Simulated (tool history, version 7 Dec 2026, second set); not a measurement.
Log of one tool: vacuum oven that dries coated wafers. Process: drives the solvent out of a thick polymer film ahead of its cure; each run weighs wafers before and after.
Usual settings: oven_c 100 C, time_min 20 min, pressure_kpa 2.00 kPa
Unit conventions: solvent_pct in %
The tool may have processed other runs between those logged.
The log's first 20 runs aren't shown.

run	hour	oven_c	time_min	pressure_kpa	hours of work since the thermocouples were calibrated	hours of work since the vacuum gauge was cleaned of residue	solvent_pct
21	997.0	100	23	1.76	890	99	1.55
22	1059.5	100	23	1.76	933	143	1.49
# hour 1084.0: oven's thermocouples calibrated
23	1107.6	100	20	2.00	16	175	2.33
24	1167.3	100	11	5.24	58	216	5.31
25	1222.0	100	22	1.18	96	254	1.82
# hour 1237.2: vacuum gauge cleaned of residue and calibrated, once more
26	1250.8	100	22	1.18	115	10	1.69
27	1295.9	89	22	3.04	146	41	5.43
28	1338.9	113	20	2.85	176	71	0.52
29	1366.1	113	19	3.05	195	90	0.56
30	1425.4	113	19	3.05	237	131	0.62
31	1471.0	113	19	1.18	268	163	0.33
32	1524.6	113	19	1.18	306	200	0.27
33	1556.8	97	14	1.92	328	223	4.27
34	1587.1	95	20	4.58	349	244	3.95

Forecast run 35:
35	1645.8	106	20	2.97	390	284	?

{"run 35": {"solvent_pct": 1.08}}
Were there no unlogged condition in the tool, this run, its random variation unchanged, would have produced solvent_pct 1.16 %.

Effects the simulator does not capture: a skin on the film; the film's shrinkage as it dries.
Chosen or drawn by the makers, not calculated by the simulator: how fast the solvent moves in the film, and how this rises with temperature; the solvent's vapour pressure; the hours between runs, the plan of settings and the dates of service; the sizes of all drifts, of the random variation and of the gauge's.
